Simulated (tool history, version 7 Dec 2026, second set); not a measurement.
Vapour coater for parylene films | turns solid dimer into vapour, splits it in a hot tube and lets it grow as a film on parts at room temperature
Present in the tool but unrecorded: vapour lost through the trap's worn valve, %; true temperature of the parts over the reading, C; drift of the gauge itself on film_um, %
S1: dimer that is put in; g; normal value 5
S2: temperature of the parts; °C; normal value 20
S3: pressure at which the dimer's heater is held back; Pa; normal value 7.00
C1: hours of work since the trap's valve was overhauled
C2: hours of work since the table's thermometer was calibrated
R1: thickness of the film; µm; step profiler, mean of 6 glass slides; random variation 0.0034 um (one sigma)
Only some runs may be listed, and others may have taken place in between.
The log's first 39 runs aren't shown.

| run | hour | S1 | S2 | S3 | C1 | C2 | R1 |
|---|---|---|---|---|---|---|---|
| 40 | 491.4 | 5 | 13 | 6.14 | 93 | 339 | 1.489 |
| 41 | 506.8 | 6 | 13 | 11.53 | 99 | 346 | 1.598 |
| 42 | 516.2 | 5 | 20 | 3.67 | 103 | 350 | 1.179 |
| 43 | 526.9 | 7 | 13 | 3.67 | 108 | 354 | 2.275 |
| 44 | 534.7 | 7 | 19 | 11.68 | 111 | 358 | 1.418 |
| 45 | 549.3 | 7 | 19 | 11.68 | 117 | 364 | 1.426 |
| 46 | 564.6 | 4 | 20 | 7.00 | 124 | 370 | 0.843 |
| 47 | 580.1 | 4 | 20 | 7.00 | 130 | 377 | 0.845 |

What if the next run were any one of these 4? Each begins from the tool's condition after run 47:
| A | 594.0 | 2 | 20 | 2.44 | 136 | 383 | ? |
| B | 594.0 | 3 | 13 | 3.52 | 136 | 383 | ? |
| C | 594.0 | 5 | 29 | 7.00 | 136 | 383 | ? |
| D | 594.0 | 2 | 14 | 2.86 | 136 | 383 | ? |

| run | R1 |
|---|---|
| A | 0.503 |
| B | 0.985 |
| C | 0.704 |
| D | 0.650 |
Had the tool no hidden state, the same runs would have come out as:
| run | R1 |
|---|---|
| A | 0.497 |
| B | 0.973 |
| C | 0.696 |
| D | 0.642 |

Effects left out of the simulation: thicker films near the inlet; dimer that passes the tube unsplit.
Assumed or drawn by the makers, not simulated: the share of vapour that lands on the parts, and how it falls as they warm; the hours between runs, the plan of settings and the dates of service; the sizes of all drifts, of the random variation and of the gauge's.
